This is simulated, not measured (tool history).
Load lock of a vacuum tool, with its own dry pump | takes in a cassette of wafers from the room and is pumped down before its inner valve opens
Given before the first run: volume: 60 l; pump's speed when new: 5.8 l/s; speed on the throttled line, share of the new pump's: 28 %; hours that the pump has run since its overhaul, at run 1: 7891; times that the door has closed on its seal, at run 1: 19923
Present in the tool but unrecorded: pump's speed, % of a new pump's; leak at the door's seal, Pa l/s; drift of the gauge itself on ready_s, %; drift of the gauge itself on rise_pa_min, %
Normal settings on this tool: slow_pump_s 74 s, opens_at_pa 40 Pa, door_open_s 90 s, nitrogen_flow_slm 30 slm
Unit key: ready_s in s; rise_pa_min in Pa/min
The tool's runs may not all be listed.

run	hour	slow_pump_s	opens_at_pa	door_open_s	nitrogen_flow_slm	hours that the pump has run since its overhaul	times that the door has closed on its seal	incoming humidity of the room's air, %	ready_s	rise_pa_min
1	0.0	74	40	90	30	7891	19923	47.1	134.5	0.017
2	141.0	74	40	90	30	8032	20513	46.3	133.3	0.020
3	341.9	74	40	90	30	8233	21353	44.6	133.6	0.020
4	452.3	74	33	90	30	8343	21814	41.5	137.0	0.011
5	691.8	74	33	90	39	8583	22816	41.3	135.1	0.018
6	807.8	109	38	90	33	8699	23301	43.2	159.8	0.016
7	980.4	109	38	90	33	8872	24023	48.1	161.3	0.021
# hour 1065.6: door's seal changed, seat wiped
8	1120.4	53	38	62	33	9010	229	46.1	119.4	0.015
9	1225.8	53	38	62	33	9115	670	46.1	118.7	0.017
10	1470.0	42	53	57	15	9360	1691	44.4	107.3	0.023

Hidden condition of the tool, last listed run before each entry between runs versus first listed run after:
After run 7, before run 8: door's seal changed, seat wiped (hour 1065.6)
  leak at the door's seal, Pa l/s: 0.0045 -> 0.002
  measured result minus the result with no hidden state, rise_pa_min: +0.003 -> +0.001 Pa/min

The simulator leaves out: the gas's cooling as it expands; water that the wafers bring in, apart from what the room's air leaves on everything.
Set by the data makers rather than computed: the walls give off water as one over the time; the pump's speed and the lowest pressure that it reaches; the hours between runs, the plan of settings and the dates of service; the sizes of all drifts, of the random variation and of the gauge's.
